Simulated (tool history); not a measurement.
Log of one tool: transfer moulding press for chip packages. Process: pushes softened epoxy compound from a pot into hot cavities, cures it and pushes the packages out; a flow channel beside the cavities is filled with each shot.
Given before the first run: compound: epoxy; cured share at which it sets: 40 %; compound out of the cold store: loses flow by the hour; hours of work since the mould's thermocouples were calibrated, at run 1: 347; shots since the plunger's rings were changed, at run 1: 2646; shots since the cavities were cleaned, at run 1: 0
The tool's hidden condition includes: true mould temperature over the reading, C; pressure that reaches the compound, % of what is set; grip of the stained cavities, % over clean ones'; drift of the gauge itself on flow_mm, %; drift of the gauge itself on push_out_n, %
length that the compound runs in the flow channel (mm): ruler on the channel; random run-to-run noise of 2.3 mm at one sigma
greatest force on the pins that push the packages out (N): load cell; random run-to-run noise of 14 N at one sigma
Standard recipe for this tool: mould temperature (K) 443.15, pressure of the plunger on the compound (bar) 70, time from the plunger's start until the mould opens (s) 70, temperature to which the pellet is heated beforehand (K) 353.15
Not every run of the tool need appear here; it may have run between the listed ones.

run,hour,mould temperature (K),pressure of the plunger on the compound (bar),time from the plunger's start until the mould opens (s),temperature to which the pellet is heated beforehand (K),hours of work since the mould's thermocouples were calibrated,shots since the plunger's rings were changed,shots since the cavities were cleaned,incoming compound's hours out of the cold store,length that the compound runs in the flow channel (mm),greatest force on the pins that push the packages out (N)
1,0,443.15,70,70,353.15,347,2646,0,17.4,655,645
2,34.1,443.15,70,70,353.15,363,3001,355,35.3,582,827
# hour 64.5: plunger's sealing rings changed
# hour 83: cavities cleaned with cleaning compound and waxed
3,93.4,443.15,70,70,353.15,388,285,108,20.9,652,720
4,142.5,443.15,70,70,353.15,410,795,618,31.5,610,975
# hour 166.7: cavities cleaned with cleaning compound and waxed
5,203.1,450.15,70,70,353.15,437,1410,379,34.2,588,639
6,235.6,450.15,70,70,353.15,452,1748,717,38.7,570,761
# hour 249.3: cavities cleaned with cleaning compound and waxed
7,274.3,450.15,70,70,353.15,469,2134,260,26.5,611,550
# hour 297.9: mould's thermocouples calibrated
# hour 334.3: cavities cleaned with cleaning compound and waxed
8,337.6,443.15,70,70,353.15,17,2756,34,44,558,601
9,366.3,443.15,70,70,353.15,31,3055,333,38.1,574,860
# hour 392.4: plunger's sealing rings changed
10,405.2,443.15,70,70,353.15,47,133,711,28.9,624,1041
# hour 419: cavities cleaned with cleaning compound and waxed
11,435.7,443.15,70,70,353.15,60,435,174,30.1,617,752
12,470.6,443.15,70,70,353.15,76,797,536,40.5,575,923
# hour 501: cavities cleaned with cleaning compound and waxed
13,522.7,443.15,70,70,346.15,99,1323,225,18.2,659,819
14,570.8,443.15,70,70,346.15,121,1824,726,37.3,584,1047
# hour 585.6: cavities cleaned with cleaning compound and waxed
15,598.2,443.15,70,70,346.15,133,2093,131,8.7,696,793
16,631.5,443.15,70,90,352.15,148,2439,477,36.8,580,661
# hour 668.2: cavities cleaned with cleaning compound and waxed
17,679.1,443.15,70,90,352.15,169,2919,114,30.3,606,473
# hour 717.7: plunger's sealing rings changed
18,728.1,443.15,70,90,352.15,190,108,597,31.1,617,687
# hour 752.8: cavities cleaned with cleaning compound and waxed
19,783.7,448.15,70,53,353.15,215,671,321,11.2,685,1274
20,818.8,440.15,70,87,353.15,231,1036,686,25.7,640,822
# hour 834.9: cavities cleaned with cleaning compound and waxed
21,863.4,443.15,70,83,356.15,251,1484,296,24.6,637,624
# hour 914.7: cavities cleaned with cleaning compound and waxed
22,918.2,443.15,70,83,356.15,275,2038,36,46.7,554,469
23,946.4,438.15,69.2,80,349.15,288,2331,329,36.4,589,880
# hour 997.4: cavities cleaned with cleaning compound and waxed
24,999.2,438.15,69.2,80,349.15,311,2865,19,17.6,663,672

Branching from run 24: 4 alternative next runs. What would each branch give?
# hour 1040.6: plunger's sealing rings changed
A,1048.1,437.15,70,70,353.15,332,78,501,8.5,?,?
# hour 1040.6: plunger's sealing rings changed
B,1048.1,438.15,84.5,81,352.15,332,78,501,25,?,?
# hour 1040.6: plunger's sealing rings changed
C,1048.1,443.15,70,85,353.15,332,78,501,33,?,?
# hour 1040.6: plunger's sealing rings changed
D,1048.1,438.15,68.7,68,356.15,332,78,501,31.4,?,?

run,length that the compound runs in the flow channel (mm),greatest force on the pins that push the packages out (N)
A,727,1618
B,715,991
C,607,677
D,616,1377
Take away the tool's hidden state, keep each run's random variation, and the runs would have read:
run,length that the compound runs in the flow channel (mm),greatest force on the pins that push the packages out (N)
A,730,1066
B,717,650
C,609,440
D,618,909
